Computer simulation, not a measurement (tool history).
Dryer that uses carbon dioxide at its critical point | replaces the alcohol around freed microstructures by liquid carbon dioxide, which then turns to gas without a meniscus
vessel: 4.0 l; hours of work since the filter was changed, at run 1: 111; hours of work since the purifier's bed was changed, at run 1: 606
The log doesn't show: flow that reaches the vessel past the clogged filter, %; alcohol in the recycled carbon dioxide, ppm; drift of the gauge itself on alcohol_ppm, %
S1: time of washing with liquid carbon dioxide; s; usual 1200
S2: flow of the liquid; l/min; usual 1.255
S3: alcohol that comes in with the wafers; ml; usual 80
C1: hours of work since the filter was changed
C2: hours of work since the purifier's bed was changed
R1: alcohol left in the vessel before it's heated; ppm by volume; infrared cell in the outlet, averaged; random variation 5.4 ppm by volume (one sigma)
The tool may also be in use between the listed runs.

{"run": 1, "day": 0.0, "S1": 1200, "S2": 1.255, "S3": 80, "C1": 111, "C2": 606, "R1": 235}
{"run": 2, "day": 1.629, "S1": 1200, "S2": 1.255, "S3": 80, "C1": 134, "C2": 628, "R1": 242}
{"run": 3, "day": 2.783, "S1": 1200, "S2": 1.255, "S3": 80, "C1": 150, "C2": 644, "R1": 255}
{"run": 4, "day": 4.125, "S1": 1200, "S2": 1.38, "S3": 80, "C1": 169, "C2": 663, "R1": 191}
{"run": 5, "day": 5.679, "S1": 1200, "S2": 1.33, "S3": 80, "C1": 190, "C2": 685, "R1": 216}
{"run": 6, "day": 6.771, "S1": 1140, "S2": 1.33, "S3": 80, "C1": 205, "C2": 700, "R1": 257}
{"run": 7, "day": 7.567, "S1": 1200, "S2": 1.255, "S3": 80, "C1": 217, "C2": 711, "R1": 264}
{"run": 8, "day": 9.221, "S1": 1200, "S2": 1.255, "S3": 80, "C1": 240, "C2": 734, "R1": 281}
{"run": 9, "day": 10.521, "S1": 1200, "S2": 1.255, "S3": 80, "C1": 258, "C2": 752, "R1": 288}
{"run": 10, "day": 11.888, "S1": 1200, "S2": 1.255, "S3": 80, "C1": 277, "C2": 771, "R1": 289}
{"run": 11, "day": 13.233, "S1": 1200, "S2": 1.255, "S3": 80, "C1": 296, "C2": 790, "R1": 291}
{"run": 12, "day": 14.221, "S1": 1200, "S2": 1.255, "S3": 80, "C1": 309, "C2": 804, "R1": 299}
{"run": 13, "day": 15.229, "S1": 1620, "S2": 1.255, "S3": 80, "C1": 323, "C2": 818, "R1": 152}
{"run": 14, "day": 16.829, "S1": 1500, "S2": 0.91, "S3": 39, "C1": 346, "C2": 840, "R1": 266}
{"run": 15, "day": 18.496, "S1": 960, "S2": 0.92, "S3": 49, "C1": 369, "C2": 863, "R1": 940}
{"run": 16, "day": 19.483, "S1": 960, "S2": 0.92, "S3": 49, "C1": 383, "C2": 877, "R1": 960}
{"run": 17, "day": 20.792, "S1": 960, "S2": 0.92, "S3": 49, "C1": 401, "C2": 895, "R1": 979}
{"run": 18, "day": 21.775, "S1": 960, "S2": 0.92, "S3": 49, "C1": 415, "C2": 909, "R1": 985}
{"run": 19, "day": 22.588, "S1": 1620, "S2": 1.255, "S3": 23, "C1": 426, "C2": 920, "R1": 150}
{"run": 20, "day": 23.4, "S1": 1620, "S2": 1.255, "S3": 23, "C1": 437, "C2": 932, "R1": 147}
{"day": 23.688, "done": "inlet filter changed"}
{"run": 21, "day": 24.846, "S1": 1620, "S2": 1.255, "S3": 23, "C1": 16, "C2": 951, "R1": 141}
{"run": 22, "day": 25.583, "S1": 1200, "S2": 1.8, "S3": 116, "C1": 26, "C2": 962, "R1": 163}
{"run": 23, "day": 27.083, "S1": 780, "S2": 0.77, "S3": 41, "C1": 47, "C2": 983, "R1": 1588}
{"run": 24, "day": 28.567, "S1": 780, "S2": 0.77, "S3": 41, "C1": 68, "C2": 1003, "R1": 1615}
{"run": 25, "day": 29.4, "S1": 1680, "S2": 1.2, "S3": 80, "C1": 80, "C2": 1015, "R1": 171}

Measured less the same run without the tool's hidden state. The same run-to-run variation is in both; the gauge's scatter may not be:
run=1 R1=+105
run=2 R1=+108
run=3 R1=+115
run=4 R1=+110
run=5 R1=+120
run=6 R1=+133
run=7 R1=+134
run=8 R1=+144
run=9 R1=+147
run=10 R1=+152
run=11 R1=+157
run=12 R1=+165
run=13 R1=+131
run=14 R1=+159
run=15 R1=+286
run=16 R1=+294
run=17 R1=+310
run=18 R1=+317
run=19 R1=+134
run=20 R1=+137
run=21 R1=+132
run=22 R1=+138
run=23 R1=+177
run=24 R1=+193
run=25 R1=+149

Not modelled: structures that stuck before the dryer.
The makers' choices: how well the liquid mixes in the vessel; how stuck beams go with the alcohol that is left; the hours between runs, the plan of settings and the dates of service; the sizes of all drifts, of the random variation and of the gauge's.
